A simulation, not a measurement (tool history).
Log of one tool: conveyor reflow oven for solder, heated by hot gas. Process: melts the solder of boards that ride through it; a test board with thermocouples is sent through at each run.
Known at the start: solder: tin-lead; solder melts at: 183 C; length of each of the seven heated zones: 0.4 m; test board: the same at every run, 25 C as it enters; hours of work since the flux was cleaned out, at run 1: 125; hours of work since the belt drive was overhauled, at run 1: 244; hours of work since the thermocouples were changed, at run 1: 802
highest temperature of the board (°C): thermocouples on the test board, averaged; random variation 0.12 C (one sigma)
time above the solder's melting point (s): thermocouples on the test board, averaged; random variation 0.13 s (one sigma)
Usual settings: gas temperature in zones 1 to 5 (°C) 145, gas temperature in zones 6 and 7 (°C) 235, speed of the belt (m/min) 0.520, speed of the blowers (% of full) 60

run	hour	gas temperature in zones 1 to 5 (°C)	gas temperature in zones 6 and 7 (°C)	speed of the belt (m/min)	speed of the blowers (% of full)	hours of work since the flux was cleaned out	hours of work since the belt drive was overhauled	hours of work since the thermocouples were changed	highest temperature of the board (°C)	time above the solder's melting point (s)
1	0.0	145	235	0.520	60	125	244	802	220.3	74.7
# hour 64.3: flux residue cleaned out of gas plates and filters
2	75.9	145	235	0.520	60	7	289	847	221.2	75.6
3	154.0	145	235	0.520	60	56	338	895	220.9	75.6
4	215.1	145	235	0.520	60	95	376	934	220.8	75.5
5	279.0	145	235	0.520	60	135	416	974	220.8	75.3
# hour 325.6: flux residue cleaned out of gas plates and filters
6	343.5	145	235	0.520	60	11	453	1011	221.7	76.1
7	401.9	145	235	0.520	60	48	490	1048	221.6	76.3
8	453.0	145	235	0.520	60	80	522	1080	221.4	76.3
9	526.3	145	235	0.520	60	126	568	1126	221.1	76.0
# hour 539.4: thermocouples of zones 6 and 7 changed
# hour 587.5: flux residue cleaned out of gas plates and filters
10	612.1	145	235	0.520	60	15	617	42	219.3	74.9
11	690.3	145	235	0.520	60	64	666	91	219.1	74.4
12	750.6	139	235	0.520	60	102	704	129	217.9	70.6
13	802.5	139	235	0.520	60	135	737	162	217.8	70.4
# hour 849.8: flux residue cleaned out of gas plates and filters
14	873.0	145	235	0.520	60	15	778	203	219.9	74.9
15	943.6	145	235	0.520	60	59	822	247	219.7	74.8
16	1000.6	143	247	0.520	55	95	858	283	228.9	81.2
17	1079.1	141	242	0.462	90	144	907	332	232.6	93.9
# hour 1112.5: flux residue cleaned out of gas plates and filters
18	1156.9	141	242	0.524	90	28	953	378	230.2	81.1
19	1200.8	160	247	0.542	60	55	980	405	232.2	88.5
20	1279.7	145	235	0.533	60	105	1030	455	219.4	72.7
21	1321.4	145	235	0.471	51	131	1056	481	221.3	84.8
# hour 1373.7: flux residue cleaned out of gas plates and filters
22	1396.1	145	235	0.471	51	14	1099	525	222.1	85.9
23	1435.1	134	244	0.486	53	38	1124	549	227.6	82.5
24	1498.3	145	249	0.520	60	78	1164	589	233.0	85.3
25	1544.6	145	235	0.571	68	107	1193	618	219.1	67.8
26	1621.5	142	226	0.563	55	155	1241	666	208.5	56.1
# hour 1637.9: flux residue cleaned out of gas plates and filters
27	1684.2	158	235	0.520	60	29	1277	702	223.6	85.8
28	1751.4	145	235	0.606	60	71	1319	744	215.7	60.7
29	1795.4	145	240	0.606	51	99	1347	772	217.4	61.4

4 ways to go on from here, each from the tool as it stands after run 29. What would each give?
A	1856.1	131	235	0.520	62	137	1385	810	?	?
B	1856.1	145	235	0.509	60	137	1385	810	?	?
C	1856.1	145	235	0.520	54	137	1385	810	?	?
D	1856.1	145	235	0.520	62	137	1385	810	?	?

run	highest temperature of the board (°C)	time above the solder's melting point (s)
A	218.6	68.5
B	221.6	78.9
C	219.8	75.0
D	221.3	77.0
Without the tool's hidden state the same runs would have given:
run	highest temperature of the board (°C)	time above the solder's melting point (s)
A	216.7	65.9
B	219.5	76.2
C	217.8	72.2
D	219.3	74.3

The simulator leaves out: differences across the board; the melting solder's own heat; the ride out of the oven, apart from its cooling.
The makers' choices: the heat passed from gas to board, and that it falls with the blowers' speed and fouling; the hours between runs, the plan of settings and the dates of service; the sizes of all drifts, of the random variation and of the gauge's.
